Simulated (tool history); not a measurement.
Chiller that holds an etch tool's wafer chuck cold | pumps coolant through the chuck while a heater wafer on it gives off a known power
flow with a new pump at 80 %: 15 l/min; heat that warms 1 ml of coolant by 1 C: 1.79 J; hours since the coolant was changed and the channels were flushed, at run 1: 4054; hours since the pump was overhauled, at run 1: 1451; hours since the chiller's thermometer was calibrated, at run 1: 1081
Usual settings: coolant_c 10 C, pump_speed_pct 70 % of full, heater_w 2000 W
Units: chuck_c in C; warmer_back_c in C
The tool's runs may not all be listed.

run    hour  coolant_c  pump_speed_pct  heater_w  hours since the coolant was changed and the channels were flushed  hours since the pump was overhauled  hours since the chiller's thermometer was calibrated  chuck_c  warmer_back_c
  1       0         10              70      2000                                                               4054                                 1451                                                  1081     22.6           5.15
  2    79.7         10              70      2000                                                               4133                                 1531                                                  1160     22.8           5.06
  3   166.3         10              70      2000                                                               4220                                 1617                                                  1247     22.8           5.07
  4   218.6          4              70      2000                                                               4272                                 1670                                                  1299     16.6           5.04
  5   274.5          4              70      2000                                                               4328                                 1725                                                  1355     16.7           5.02
  6     339          4              70      2000                                                               4393                                 1790                                                  1420     16.7           4.94
  7   388.8         10              70      2000                                                               4443                                 1840                                                  1469     22.9           5.01
  8   462.3         10              70      2000                                                               4516                                 1913                                                  1543     22.8           4.99
  9     506         10              70      2000                                                               4560                                 1957                                                  1587     22.6           4.99
 10   576.7         10              70      2000                                                               4630                                 2028                                                  1657     22.8           4.91
 11     615         10              70      2000                                                               4669                                 2066                                                  1696     22.9           5.01
 12   699.2         10              70      2000                                                               4753                                 2150                                                  1780     22.7           4.99
 13   771.3         10              70      2000                                                               4825                                 2222                                                  1852     22.9            4.9
 14   826.1         10              70      2000                                                               4880                                 2277                                                  1907     22.9            4.9
 15     896         10              70      2000                                                               4950                                 2347                                                  1977     22.8           4.96
 16   983.1         19              70      2000                                                               5037                                 2434                                                  2064     31.9           4.86
 17  1046.7         19              70      2000                                                               5100                                 2498                                                  2127     31.9           4.84
 18  1095.5         17              80      1439                                                               5149                                 2546                                                  2176     25.3              3
 19  1184.9         17              89      1439                                                               5239                                 2636                                                  2266     24.7           2.59
 20  1264.6         10              66      2000                                                               5318                                 2716                                                  2345     23.4           5.08
       1326  -- gauge calibrated
 21    1342         10              66      2000                                                               5396                                 2793                                                  2423     23.5            5.4
 22  1407.4         20              89      2000                                                               5461                                 2858                                                  2488     30.9           4.05
 23  1489.7         20              65      2000                                                               5544                                 2941                                                  2570     33.5           5.46
     1496.4  -- chiller's thermometer calibrated
 24  1569.5          2              72      2510                                                               5622                                 3019                                                    73     17.7           6.19
 25    1644         18              80      2510                                                               5697                                 3094                                                   148     32.5           5.52
 26  1698.6         19              70      2044                                                               5751                                 3149                                                   202     32.1           5.17
 27  1737.5         19              70      2044                                                               5790                                 3187                                                   241     31.9           5.17
 28  1817.6         16              69      2044                                                               5870                                 3268                                                   321     29.2           5.21
 29  1859.8         16              69      2044                                                               5913                                 3310                                                   363     29.3           5.14
 30  1948.1         16              85      1907                                                               6001                                 3398                                                   452     26.6           3.85
 31  2015.1         16              85      1907                                                               6068                                 3465                                                   519     26.5           3.87
 32  2093.2          8              85      1221                                                               6146                                 3543                                                   597     14.9           2.43
     2102.2  -- gauge calibrated
 33  2146.5          8              85      2065                                                               6199                                 3596                                                   650     19.6           4.25

Forecast each of these 3 alternatives for the next run:
  A  2199.1         10              99      2000                                                               6252                                 3649                                                   703        ?              ?
  B  2199.1         17              97      1411                                                               6252                                 3649                                                   703        ?              ?
  C  2199.1          6              70      2448                                                               6252                                 3649                                                   703        ?              ?

run  chuck_c  warmer_back_c
  A     19.9           3.55
  B     24.1           2.54
  C     21.5           6.24
Without the tool's hidden state the same runs would have given:
run  chuck_c  warmer_back_c
  A     19.9           3.57
  B     24.1           2.56
  C     21.5           6.25
